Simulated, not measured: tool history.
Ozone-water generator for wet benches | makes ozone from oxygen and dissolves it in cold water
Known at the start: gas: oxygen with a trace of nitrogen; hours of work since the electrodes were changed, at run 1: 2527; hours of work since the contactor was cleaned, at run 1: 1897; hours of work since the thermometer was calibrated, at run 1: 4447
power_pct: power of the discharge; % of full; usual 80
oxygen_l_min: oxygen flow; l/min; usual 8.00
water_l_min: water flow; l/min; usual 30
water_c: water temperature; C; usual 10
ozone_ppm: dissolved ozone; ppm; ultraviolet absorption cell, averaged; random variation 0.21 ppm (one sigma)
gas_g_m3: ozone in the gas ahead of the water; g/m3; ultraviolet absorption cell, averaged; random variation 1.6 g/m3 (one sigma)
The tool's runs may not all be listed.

run     day  power_pct  oxygen_l_min  water_l_min  water_c  hours of work since the electrodes were changed  hours of work since the contactor was cleaned  hours of work since the thermometer was calibrated  ozone_ppm  gas_g_m3
  1   0.000         80          8.00           30       10                                             2527                                           1897                                                4447       28.3     275.4
  2   3.371         80          8.15           30       10                                             2605                                           1975                                                4525       28.4     273.9
      5.492  -- water thermometer calibrated
  3   5.917         80          8.15           30       10                                             2664                                           2034                                                  10       27.9     275.5
  4   7.688         80          8.00           30       10                                             2705                                           2075                                                  51       28.1     276.9
  5   9.854         80          8.00           30       10                                             2755                                           2125                                                 101       28.3     277.8
  6  13.175         80          8.00           30       10                                             2832                                           2202                                                 178       28.0     276.3
  7  15.638         80          8.00           30       10                                             2889                                           2259                                                 235       28.1     274.2
  8  17.346         65         14.28           29       10                                             2929                                           2299                                                 275       27.1     189.5
  9  19.338         68          8.00           30       10                                             2975                                           2345                                                 321       24.6     247.5
 10  22.892         82         14.30           30        8                                             3057                                           2427                                                 404       31.9     220.0
 11  26.125         66         13.77           30       10                                             3133                                           2503                                                 479       26.4     192.4
 12  28.550         66         13.77           30       10                                             3189                                           2559                                                 535       26.1     192.6
 13  30.750         71          8.00           30       10                                             3240                                           2610                                                 586       25.5     253.0
 14  33.862         71          5.60           30        7                                             3312                                           2682                                                 658       24.3     288.3

Forecast each of these 5 alternatives for the next run:
  A  35.929         71          4.81           19        7                                             3360                                           2730                                                 706          ?         ?
  B  35.929         48         10.56           30        7                                             3360                                           2730                                                 706          ?         ?
  C  35.929         71          5.60           30       12                                             3360                                           2730                                                 706          ?         ?
  D  35.929         80          9.53           22       10                                             3360                                           2730                                                 706          ?         ?
  E  35.929         95          5.60           19        7                                             3360                                           2730                                                 706          ?         ?

run  ozone_ppm  gas_g_m3
  A       36.5     308.8
  B       21.3     173.7
  C       22.7     288.9
  D       37.7     253.5
  E       46.5     354.6
Without the tool's hidden state the same runs would have given:
run  ozone_ppm  gas_g_m3
  A       40.0     332.7
  B       23.0     183.3
  C       25.0     311.3
  D       41.6     274.9
  E       51.7     388.0
